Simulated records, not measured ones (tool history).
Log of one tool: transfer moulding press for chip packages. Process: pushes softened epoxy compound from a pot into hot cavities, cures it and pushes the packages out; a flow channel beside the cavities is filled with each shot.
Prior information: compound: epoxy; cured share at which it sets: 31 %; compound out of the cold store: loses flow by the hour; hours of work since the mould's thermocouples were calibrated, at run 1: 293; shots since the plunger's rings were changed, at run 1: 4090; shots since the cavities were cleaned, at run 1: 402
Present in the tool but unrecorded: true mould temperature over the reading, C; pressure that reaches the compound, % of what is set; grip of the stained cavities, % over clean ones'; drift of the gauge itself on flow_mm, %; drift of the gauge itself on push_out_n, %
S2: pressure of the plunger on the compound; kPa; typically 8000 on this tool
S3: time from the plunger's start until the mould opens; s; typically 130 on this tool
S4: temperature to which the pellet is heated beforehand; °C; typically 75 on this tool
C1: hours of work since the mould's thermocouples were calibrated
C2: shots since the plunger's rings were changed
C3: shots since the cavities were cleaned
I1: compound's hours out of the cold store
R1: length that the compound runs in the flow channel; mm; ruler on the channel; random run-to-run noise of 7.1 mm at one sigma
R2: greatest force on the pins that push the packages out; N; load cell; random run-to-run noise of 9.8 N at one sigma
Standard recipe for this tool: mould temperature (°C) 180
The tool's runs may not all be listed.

run 1 hour=0.0 | mould_temperature_(°C)=180 S2=8000 S3=130 S4=75 | C1=293 C2=4090 C3=402 | I1=17.5 | R1=769 R2=772
-- hour=16.4 cavities cleaned with cleaning compound and waxed
run 2 hour=19.8 | mould_temperature_(°C)=180 S2=8000 S3=165 S4=75 | C1=305 C2=4276 C3=34 | I1=23.9 | R1=752 R2=396
run 3 hour=28.8 | mould_temperature_(°C)=180 S2=8000 S3=138 S4=75 | C1=311 C2=4368 C3=126 | I1=38.5 | R1=722 R2=522
run 4 hour=42.5 | mould_temperature_(°C)=180 S2=8000 S3=138 S4=75 | C1=320 C2=4507 C3=265 | I1=45.1 | R1=707 R2=600
run 5 hour=52.1 | mould_temperature_(°C)=180 S2=8000 S3=138 S4=75 | C1=326 C2=4604 C3=362 | I1=47.5 | R1=694 R2=674
-- hour=63.6 plunger's sealing rings changed
run 6 hour=69.2 | mould_temperature_(°C)=180 S2=8000 S3=138 S4=69 | C1=336 C2=57 C3=511 | I1=19.6 | R1=832 R2=704
-- hour=74.4 cavities cleaned with cleaning compound and waxed
run 7 hour=82.9 | mould_temperature_(°C)=180 S2=8000 S3=138 S4=69 | C1=344 C2=180 C3=86 | I1=37.9 | R1=780 R2=508
run 8 hour=92.0 | mould_temperature_(°C)=180 S2=8000 S3=138 S4=69 | C1=350 C2=273 C3=179 | I1=31.4 | R1=800 R2=582
run 9 hour=100.9 | mould_temperature_(°C)=180 S2=8000 S3=138 S4=69 | C1=356 C2=364 C3=270 | I1=11.2 | R1=846 R2=644
run 10 hour=113.1 | mould_temperature_(°C)=180 S2=8000 S3=138 S4=69 | C1=364 C2=487 C3=393 | I1=18.8 | R1=836 R2=711
run 11 hour=124.4 | mould_temperature_(°C)=180 S2=8000 S3=138 S4=69 | C1=371 C2=602 C3=508 | I1=26.2 | R1=819 R2=734
-- hour=129.9 cavities cleaned with cleaning compound and waxed
run 12 hour=135.8 | mould_temperature_(°C)=180 S2=8000 S3=138 S4=69 | C1=378 C2=703 C3=60 | I1=20.0 | R1=810 R2=486
run 13 hour=150.3 | mould_temperature_(°C)=180 S2=8000 S3=138 S4=69 | C1=388 C2=850 C3=207 | I1=39.0 | R1=765 R2=580
run 14 hour=158.9 | mould_temperature_(°C)=180 S2=8000 S3=138 S4=69 | C1=393 C2=938 C3=295 | I1=13.2 | R1=828 R2=669
run 15 hour=171.7 | mould_temperature_(°C)=180 S2=6810 S3=130 S4=75 | C1=402 C2=1068 C3=425 | I1=34.2 | R1=724 R2=764
-- hour=186.2 cavities cleaned with cleaning compound and waxed
run 16 hour=192.0 | mould_temperature_(°C)=184 S2=8000 S3=130 S4=72 | C1=414 C2=1259 C3=59 | I1=41.6 | R1=745 R2=447
run 17 hour=211.5 | mould_temperature_(°C)=187 S2=6050 S3=130 S4=72 | C1=427 C2=1457 C3=257 | I1=47.6 | R1=623 R2=545
run 18 hour=221.7 | mould_temperature_(°C)=187 S2=6050 S3=130 S4=72 | C1=434 C2=1561 C3=361 | I1=40.1 | R1=640 R2=598
run 19 hour=238.8 | mould_temperature_(°C)=182 S2=8460 S3=111 S4=83 | C1=445 C2=1733 C3=533 | I1=37.4 | R1=771 R2=938
-- hour=242.0 cavities cleaned with cleaning compound and waxed
run 20 hour=254.6 | mould_temperature_(°C)=178 S2=8240 S3=140 S4=67 | C1=455 C2=1879 C3=128 | I1=26.4 | R1=811 R2=571
run 21 hour=265.3 | mould_temperature_(°C)=178 S2=8240 S3=159 S4=67 | C1=462 C2=1988 C3=237 | I1=46.0 | R1=746 R2=576
run 22 hour=275.5 | mould_temperature_(°C)=178 S2=8240 S3=159 S4=67 | C1=468 C2=2092 C3=341 | I1=11.8 | R1=826 R2=660
run 23 hour=286.4 | mould_temperature_(°C)=178 S2=8240 S3=159 S4=67 | C1=476 C2=2202 C3=451 | I1=31.8 | R1=788 R2=659
-- hour=297.8 cavities cleaned with cleaning compound and waxed
run 24 hour=300.9 | mould_temperature_(°C)=186 S2=8000 S3=130 S4=75 | C1=484 C2=2335 C3=32 | I1=46.0 | R1=718 R2=419
run 25 hour=311.6 | mould_temperature_(°C)=186 S2=8000 S3=130 S4=75 | C1=491 C2=2443 C3=140 | I1=22.1 | R1=763 R2=501
run 26 hour=326.0 | mould_temperature_(°C)=186 S2=8000 S3=130 S4=81 | C1=501 C2=2589 C3=286 | I1=40.2 | R1=729 R2=576
run 27 hour=334.4 | mould_temperature_(°C)=186 S2=8000 S3=130 S4=81 | C1=506 C2=2674 C3=371 | I1=45.0 | R1=726 R2=612
run 28 hour=349.5 | mould_temperature_(°C)=186 S2=8000 S3=130 S4=81 | C1=516 C2=2828 C3=525 | I1=24.5 | R1=760 R2=689

Consider 3 possible next runs. They are alternatives, not a sequence: every one starts from the tool as it was left by run 28. What does each give?
-- hour=353.5 cavities cleaned with cleaning compound and waxed
run A hour=359.0 | mould_temperature_(°C)=179 S2=7600 S3=124 S4=81 | C1=522 C2=2910 C3=57 | I1=10.4 | R1=? R2=?
-- hour=353.5 cavities cleaned with cleaning compound and waxed
run B hour=359.0 | mould_temperature_(°C)=186 S2=8490 S3=122 S4=81 | C1=522 C2=2910 C3=57 | I1=22.7 | R1=? R2=?
-- hour=353.5 cavities cleaned with cleaning compound and waxed
run C hour=359.0 | mould_temperature_(°C)=180 S2=8190 S3=163 S4=75 | C1=522 C2=2910 C3=57 | I1=20.5 | R1=? R2=?

run=A R1=797 R2=583
run=B R1=789 R2=458
run=C R1=781 R2=431
What these runs would have given with no unlogged condition in the tool:
run=A R1=836 R2=491
run=B R1=829 R2=402
run=C R1=820 R2=381
